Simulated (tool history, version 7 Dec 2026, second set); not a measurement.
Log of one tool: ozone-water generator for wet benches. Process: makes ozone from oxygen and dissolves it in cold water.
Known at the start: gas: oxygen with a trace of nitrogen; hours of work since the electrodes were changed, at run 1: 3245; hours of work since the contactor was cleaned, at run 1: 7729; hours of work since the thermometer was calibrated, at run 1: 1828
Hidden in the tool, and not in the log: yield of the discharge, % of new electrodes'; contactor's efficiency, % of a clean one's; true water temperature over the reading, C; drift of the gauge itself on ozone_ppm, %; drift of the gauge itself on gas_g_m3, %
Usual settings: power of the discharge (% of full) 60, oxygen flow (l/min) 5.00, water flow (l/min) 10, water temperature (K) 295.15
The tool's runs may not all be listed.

run,hour,power of the discharge (% of full),oxygen flow (l/min),water flow (l/min),water temperature (K),hours of work since the electrodes were changed,hours of work since the contactor was cleaned,hours of work since the thermometer was calibrated,dissolved ozone (ppm),ozone in the gas ahead of the water (g/m3)
1,0.0,60,5.00,10,295.15,3245,7729,1828,37.4,259.0
2,87.1,60,5.00,10,295.15,3305,7788,1887,37.2,259.3
3,204.4,60,5.00,10,295.15,3384,7868,1967,38.0,258.6
4,333.0,60,7.55,10,295.15,3471,7955,2054,33.9,206.1
5,442.9,60,5.00,10,289.15,3546,8029,2129,42.6,260.2
6,516.5,60,5.00,10,289.15,3596,8079,2179,42.1,257.6
7,617.8,60,3.92,10,289.15,3665,8148,2247,43.3,298.1
8,710.5,60,3.92,10,289.15,3727,8211,2310,44.1,301.9
9,799.2,60,3.92,10,289.15,3788,8271,2370,43.6,299.3
10,864.8,60,3.92,10,289.15,3832,8316,2415,43.4,300.3
11,994.3,60,3.92,10,289.15,3920,8404,2503,43.8,301.0
12,1082.4,60,5.00,6,295.15,3980,8463,2563,47.1,261.6
# hour 1133.2: water thermometer calibrated
13,1147.9,60,5.00,6,295.15,4024,8507,10,47.3,265.9
14,1233.8,60,5.00,9,295.15,4082,8566,68,39.7,260.6
15,1366.2,54,5.09,12,300.15,4172,8656,158,28.8,244.7
16,1486.6,60,7.83,10,295.15,4254,8737,240,33.7,204.2
17,1556.9,46,4.00,9,295.15,4301,8785,287,36.6,261.4
18,1614.5,58,5.00,10,291.15,4340,8824,327,39.8,258.3
19,1705.5,58,5.00,10,291.15,4402,8886,388,40.5,258.0
# hour 1749.7: gauge calibrated
20,1801.9,60,5.00,6,295.15,4468,8951,454,47.6,257.3
21,1867.0,60,5.00,6,295.15,4512,8995,498,47.9,259.5
22,1982.1,92,5.00,12,300.15,4590,9073,576,38.6,322.9
23,2096.0,65,5.00,12,297.15,4667,9151,653,33.8,268.5
24,2164.6,60,3.35,10,290.15,4714,9197,700,43.4,325.1
25,2267.3,41,2.66,10,289.15,4783,9267,769,36.6,304.2

How the hidden state differs across the entries between the runs, from the last listed run before each to the first after it:
Between runs 12 and 13: water thermometer calibrated (hour 1133.2)
  drift of the gauge itself on gas_g_m3, %: 1.78 -> 1.89
  measured less the result without the state, ozone in the gas ahead of the water (g/m3): +4.3 -> +4.7
Between runs 19 and 20: gauge calibrated (hour 1749.7)
  drift of the gauge itself on gas_g_m3, %: 2.81 -> 0.09
  measured less the result without the state, ozone in the gas ahead of the water (g/m3): +6.8 -> +0.1
